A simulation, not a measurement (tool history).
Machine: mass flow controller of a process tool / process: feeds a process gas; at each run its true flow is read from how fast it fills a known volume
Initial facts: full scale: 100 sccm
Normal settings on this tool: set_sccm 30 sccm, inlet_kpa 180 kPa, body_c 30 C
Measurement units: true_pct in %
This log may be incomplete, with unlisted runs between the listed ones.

run,hour,set_sccm,inlet_kpa,body_c,true_pct
1,0,30,180,30,96.35
2,395.2,30,180,30,96.25
3,722.6,30,180,25,96.67
4,986.5,30,180,25,96.69
5,1427.8,30,180,30,96.03
6,1791.2,30,180,30,95.89
7,2189.7,30,275,30,95.7
8,2568.6,30,180,30,95.73
9,2939.5,30,180,30,95.81
10,3301.5,30,180,30,95.59
11,3514.3,63,203,21,96.73
12,3899.7,12,162,30,96.48
13,4297.8,12,162,30,96.38
14,4554.3,12,169,36,95.87
15,4997.9,11,195,40,95.66
16,5457,11,195,40,95.52
17,5924.9,32,143,26,95.44

3 options for the next run, each taken on its own from the tool as it stands now. Forecast them:
# hour 5972.4: controller's zero set anew
A,6154.9,29,179,35,?
# hour 5972.4: controller's zero set anew
B,6154.9,11,180,30,?
# hour 5972.4: controller's zero set anew
C,6154.9,76,180,35,?

run,true_pct
A,93.12
B,93.36
C,94.44
Without the tool's unlogged condition, the same runs would have read:
run,true_pct
A,97
B,97.1
C,98.38

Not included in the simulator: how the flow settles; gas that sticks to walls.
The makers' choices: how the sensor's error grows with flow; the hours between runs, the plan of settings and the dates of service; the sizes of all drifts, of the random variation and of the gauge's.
